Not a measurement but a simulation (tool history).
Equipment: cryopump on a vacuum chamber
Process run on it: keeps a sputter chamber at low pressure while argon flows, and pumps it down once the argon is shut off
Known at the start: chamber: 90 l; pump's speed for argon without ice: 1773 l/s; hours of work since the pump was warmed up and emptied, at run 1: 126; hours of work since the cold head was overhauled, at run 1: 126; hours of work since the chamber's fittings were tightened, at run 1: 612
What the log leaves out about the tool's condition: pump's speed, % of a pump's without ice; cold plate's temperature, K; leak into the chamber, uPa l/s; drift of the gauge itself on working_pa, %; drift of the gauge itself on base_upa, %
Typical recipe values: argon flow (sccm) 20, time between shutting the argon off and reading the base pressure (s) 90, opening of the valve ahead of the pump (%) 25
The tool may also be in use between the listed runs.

run	day	argon flow (sccm)	time between shutting the argon off and reading the base pressure (s)	opening of the valve ahead of the pump (%)	hours of work since the pump was warmed up and emptied	hours of work since the cold head was overhauled	hours of work since the chamber's fittings were tightened	pressure while argon flows (Pa)	pressure after the wait (uPa)
1	0.000	20	90	25	126	126	612	0.0774	1.28
2	0.725	20	90	25	141	141	628	0.0765	1.31
3	1.358	20	90	25	155	155	641	0.0770	1.34
4	1.900	20	90	55	166	166	653	0.0352	1.32
5	2.812	15	90	25	186	186	672	0.0581	1.38
6	4.121	20	90	25	214	214	700	0.0785	1.37
7	4.729	20	90	25	227	227	713	0.0775	1.37
8	5.321	20	90	25	239	239	725	0.0772	1.34
9	5.871	20	90	25	251	251	737	0.0780	1.37
10	6.712	22	90	25	269	269	755	0.0853	1.44
11	7.646	22	90	25	289	289	775	0.0855	1.41
12	8.879	22	90	25	315	315	801	0.0850	1.47
13	9.692	22	90	25	332	332	818	0.0857	1.51
14	10.738	20	90	25	354	354	841	0.0774	1.47
15	11.342	20	90	25	367	367	853	0.0779	1.48
16	12.071	20	90	25	383	383	869	0.0773	1.48
17	13.121	20	86	17	405	405	891	0.1141	1.56
18	14.296	20	46	17	430	430	916	0.1140	2.38
19	14.912	19	90	21	443	443	929	0.0891	1.49
20	15.767	20	88	25	461	461	948	0.0799	1.58
21	16.908	20	88	25	486	486	972	0.0795	1.63
22	17.758	20	88	25	504	504	990	0.0777	1.51
23	19.025	20	90	18	531	531	1017	0.1082	1.53
24	19.562	12	90	43	542	542	1028	0.0281	1.56
25	20.846	20	90	43	569	569	1056	0.0470	1.60
26	21.896	20	90	43	592	592	1078	0.0467	1.60
27	22.992	20	90	22	615	615	1101	0.0904	1.60
28	24.200	20	90	22	641	641	1127	0.0894	1.59
29	25.196	20	38	33	662	662	1148	0.0607	2.86
30	26.304	20	38	33	685	685	1172	0.0603	2.92
31	27.588	20	71	33	713	713	1199	0.0619	1.94

3 options for the next run, each taken on its own from the tool as it stands now. Forecast them:
A	28.646	25	90	25	735	735	1221	?	?
B	28.646	20	90	57	735	735	1221	?	?
C	28.646	14	71	33	735	735	1221	?	?

run	pressure while argon flows (Pa)	pressure after the wait (uPa)
A	0.0999	1.67
B	0.0374	1.71
C	0.0424	1.97
Stripped of hidden state, with their random variation kept, the same runs would have yielded:
run	pressure while argon flows (Pa)	pressure after the wait (uPa)
A	0.0951	1.04
B	0.0336	1.08
C	0.0397	1.33
